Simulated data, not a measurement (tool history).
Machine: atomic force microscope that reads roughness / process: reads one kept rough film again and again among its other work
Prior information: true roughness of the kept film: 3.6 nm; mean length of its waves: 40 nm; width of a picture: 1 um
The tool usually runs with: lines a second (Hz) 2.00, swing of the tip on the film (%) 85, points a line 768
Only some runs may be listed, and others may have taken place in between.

| run | hour | lines a second (Hz) | swing of the tip on the film (%) | points a line | roughness of the kept film (nm (root mean square)) |
|---|---|---|---|---|---|
| 1 | 0.0 | 2.00 | 85 | 768 | 2.732 |
| 2 | 7.4 | 2.00 | 85 | 544 | 2.717 |
| 3 | 18.9 | 2.00 | 85 | 544 | 2.743 |
| 4 | 27.7 | 2.00 | 70 | 544 | 3.001 |
| 5 | 33.4 | 2.00 | 70 | 544 | 2.994 |
| 6 | 41.0 | 2.00 | 85 | 768 | 2.718 |
| 7 | 54.2 | 2.00 | 85 | 768 | 2.749 |
| 8 | 66.6 | 2.00 | 85 | 768 | 2.723 |
| 9 | 73.6 | 0.95 | 85 | 768 | 2.991 |
| 10 | 81.9 | 0.95 | 85 | 768 | 2.988 |
|  | 91.5 | new tip fitted |
| 11 | 95.7 | 0.95 | 85 | 768 | 3.019 |
| 12 | 107.7 | 0.95 | 85 | 768 | 2.995 |
| 13 | 119.4 | 0.56 | 85 | 768 | 3.121 |
| 14 | 126.6 | 0.76 | 85 | 768 | 3.058 |
| 15 | 132.4 | 0.76 | 74 | 768 | 3.153 |
| 16 | 141.0 | 0.76 | 74 | 768 | 3.177 |
| 17 | 153.3 | 0.76 | 74 | 768 | 3.159 |
| 18 | 165.4 | 2.75 | 85 | 768 | 2.549 |
| 19 | 175.8 | 2.75 | 85 | 768 | 2.557 |
| 20 | 185.5 | 2.75 | 85 | 768 | 2.560 |
| 21 | 195.4 | 3.24 | 83 | 327 | 2.511 |
| 22 | 204.4 | 2.25 | 83 | 784 | 2.727 |
| 23 | 213.2 | 0.54 | 67 | 731 | 3.229 |
| 24 | 222.2 | 2.00 | 85 | 756 | 2.715 |
| 25 | 233.9 | 0.59 | 82 | 768 | 3.142 |
| 26 | 247.1 | 0.56 | 85 | 301 | 3.084 |
| 27 | 256.8 | 2.69 | 83 | 354 | 2.605 |
| 28 | 264.6 | 0.51 | 83 | 354 | 3.123 |
| 29 | 273.1 | 0.51 | 83 | 354 | 3.140 |
|  | 275.1 | new tip fitted |
| 30 | 283.4 | 0.96 | 83 | 386 | 2.994 |
| 31 | 294.2 | 0.96 | 83 | 386 | 3.012 |
| 32 | 300.1 | 0.96 | 83 | 386 | 3.005 |
| 33 | 313.0 | 1.14 | 57 | 518 | 3.206 |
| 34 | 318.9 | 1.14 | 57 | 518 | 3.216 |
| 35 | 329.1 | 2.62 | 60 | 592 | 3.112 |
| 36 | 334.7 | 2.32 | 88 | 313 | 2.550 |
| 37 | 342.9 | 2.32 | 88 | 313 | 2.550 |

Alternative continuations, all from the tool just after run 37; predict every row:
| A | 349.1 | 2.00 | 85 | 644 | ? |
| B | 349.1 | 0.66 | 64 | 313 | ? |
| C | 349.1 | 0.68 | 82 | 713 | ? |
| D | 349.1 | 2.32 | 80 | 313 | ? |
| E | 349.1 | 3.05 | 63 | 384 | ? |

| run | roughness of the kept film (nm (root mean square)) |
|---|---|
| A | 2.728 |
| B | 3.210 |
| C | 3.100 |
| D | 2.759 |
| E | 3.001 |
Had the tool no hidden state, the same runs would have come out as:
| run | roughness of the kept film (nm (root mean square)) |
|---|---|
| A | 2.730 |
| B | 3.212 |
| C | 3.102 |
| D | 2.761 |
| E | 3.004 |

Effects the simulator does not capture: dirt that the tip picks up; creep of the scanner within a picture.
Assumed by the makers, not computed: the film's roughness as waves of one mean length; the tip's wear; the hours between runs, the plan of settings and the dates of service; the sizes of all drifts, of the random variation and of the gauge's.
